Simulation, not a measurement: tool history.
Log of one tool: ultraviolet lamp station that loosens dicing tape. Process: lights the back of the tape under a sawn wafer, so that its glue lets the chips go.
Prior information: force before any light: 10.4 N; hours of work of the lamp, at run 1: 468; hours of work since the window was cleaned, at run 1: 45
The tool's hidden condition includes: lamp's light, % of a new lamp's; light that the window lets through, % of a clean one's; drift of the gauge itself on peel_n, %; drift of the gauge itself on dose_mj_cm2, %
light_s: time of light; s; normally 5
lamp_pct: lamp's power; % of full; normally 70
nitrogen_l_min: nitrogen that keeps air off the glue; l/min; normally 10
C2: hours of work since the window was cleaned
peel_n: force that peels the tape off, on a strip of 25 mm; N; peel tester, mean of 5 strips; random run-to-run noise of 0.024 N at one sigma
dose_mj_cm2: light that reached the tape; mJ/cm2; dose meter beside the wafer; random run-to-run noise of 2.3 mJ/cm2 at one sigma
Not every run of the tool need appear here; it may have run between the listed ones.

{"run": 1, "hour": 0.0, "light_s": 5, "lamp_pct": 70, "nitrogen_l_min": 10, "hours of work of the lamp": 468, "C2": 45, "peel_n": 1.561, "dose_mj_cm2": 199}
{"run": 2, "hour": 33.9, "light_s": 5, "lamp_pct": 70, "nitrogen_l_min": 10, "hours of work of the lamp": 494, "C2": 71, "peel_n": 1.574, "dose_mj_cm2": 193}
{"run": 3, "hour": 57.3, "light_s": 5, "lamp_pct": 70, "nitrogen_l_min": 10, "hours of work of the lamp": 512, "C2": 89, "peel_n": 1.634, "dose_mj_cm2": 197}
{"run": 4, "hour": 89.8, "light_s": 5, "lamp_pct": 70, "nitrogen_l_min": 7, "hours of work of the lamp": 537, "C2": 114, "peel_n": 2.077, "dose_mj_cm2": 193}
{"run": 5, "hour": 111.3, "light_s": 5, "lamp_pct": 70, "nitrogen_l_min": 10, "hours of work of the lamp": 554, "C2": 130, "peel_n": 1.717, "dose_mj_cm2": 194}
{"run": 6, "hour": 132.9, "light_s": 5, "lamp_pct": 70, "nitrogen_l_min": 10, "hours of work of the lamp": 570, "C2": 147, "peel_n": 1.764, "dose_mj_cm2": 188}
{"run": 7, "hour": 180.5, "light_s": 5, "lamp_pct": 76, "nitrogen_l_min": 10, "hours of work of the lamp": 607, "C2": 184, "peel_n": 1.521, "dose_mj_cm2": 204}
{"run": 8, "hour": 219.1, "light_s": 5, "lamp_pct": 76, "nitrogen_l_min": 10, "hours of work of the lamp": 637, "C2": 214, "peel_n": 1.541, "dose_mj_cm2": 200}
{"run": 9, "hour": 242.6, "light_s": 5, "lamp_pct": 76, "nitrogen_l_min": 10, "hours of work of the lamp": 655, "C2": 232, "peel_n": 1.583, "dose_mj_cm2": 203}
{"run": 10, "hour": 280.7, "light_s": 5, "lamp_pct": 79, "nitrogen_l_min": 15, "hours of work of the lamp": 684, "C2": 261, "peel_n": 1.148, "dose_mj_cm2": 202}
{"run": 11, "hour": 315.7, "light_s": 5, "lamp_pct": 79, "nitrogen_l_min": 15, "hours of work of the lamp": 712, "C2": 288, "peel_n": 1.228, "dose_mj_cm2": 203}
{"hour": 319.5, "done": "window cleaned of glue's vapour"}
{"run": 12, "hour": 341.0, "light_s": 8, "lamp_pct": 85, "nitrogen_l_min": 15, "hours of work of the lamp": 731, "C2": 17, "peel_n": 0.333, "dose_mj_cm2": 334}
{"run": 13, "hour": 388.4, "light_s": 8, "lamp_pct": 85, "nitrogen_l_min": 15, "hours of work of the lamp": 767, "C2": 53, "peel_n": 0.351, "dose_mj_cm2": 327}
{"hour": 424.5, "done": "window cleaned of glue's vapour, once more"}
{"run": 14, "hour": 437.8, "light_s": 5, "lamp_pct": 84, "nitrogen_l_min": 10, "hours of work of the lamp": 805, "C2": 10, "peel_n": 1.354, "dose_mj_cm2": 213}
{"run": 15, "hour": 465.7, "light_s": 5, "lamp_pct": 70, "nitrogen_l_min": 18, "hours of work of the lamp": 826, "C2": 32, "peel_n": 1.329, "dose_mj_cm2": 179}
{"run": 16, "hour": 488.2, "light_s": 8, "lamp_pct": 70, "nitrogen_l_min": 10, "hours of work of the lamp": 844, "C2": 49, "peel_n": 0.766, "dose_mj_cm2": 283}
{"run": 17, "hour": 531.3, "light_s": 5, "lamp_pct": 86, "nitrogen_l_min": 4, "hours of work of the lamp": 877, "C2": 82, "peel_n": 2.573, "dose_mj_cm2": 213}

What if the next run were any one of these 4? Each begins from the tool's condition after run 17:
{"run": "A", "hour": 575.9, "light_s": 3, "lamp_pct": 86, "nitrogen_l_min": 4, "hours of work of the lamp": 912, "C2": 117, "peel_n": "?", "dose_mj_cm2": "?"}
{"run": "B", "hour": 575.9, "light_s": 6, "lamp_pct": 71, "nitrogen_l_min": 15, "hours of work of the lamp": 912, "C2": 117, "peel_n": "?", "dose_mj_cm2": "?"}
{"run": "C", "hour": 575.9, "light_s": 2, "lamp_pct": 63, "nitrogen_l_min": 3, "hours of work of the lamp": 912, "C2": 117, "peel_n": "?", "dose_mj_cm2": "?"}
{"run": "D", "hour": 575.9, "light_s": 4, "lamp_pct": 86, "nitrogen_l_min": 11, "hours of work of the lamp": 912, "C2": 117, "peel_n": "?", "dose_mj_cm2": "?"}

run=A peel_n=4.58 dose_mj_cm2=127
run=B peel_n=1.111 dose_mj_cm2=206
run=C peel_n=7.359 dose_mj_cm2=61
run=D peel_n=1.978 dose_mj_cm2=166
With the hidden condition removed and each run's random variation left untouched, the same runs would have given:
run=A peel_n=3.435 dose_mj_cm2=172
run=B peel_n=0.545 dose_mj_cm2=280
run=C peel_n=6.488 dose_mj_cm2=83
run=D peel_n=1.134 dose_mj_cm2=225
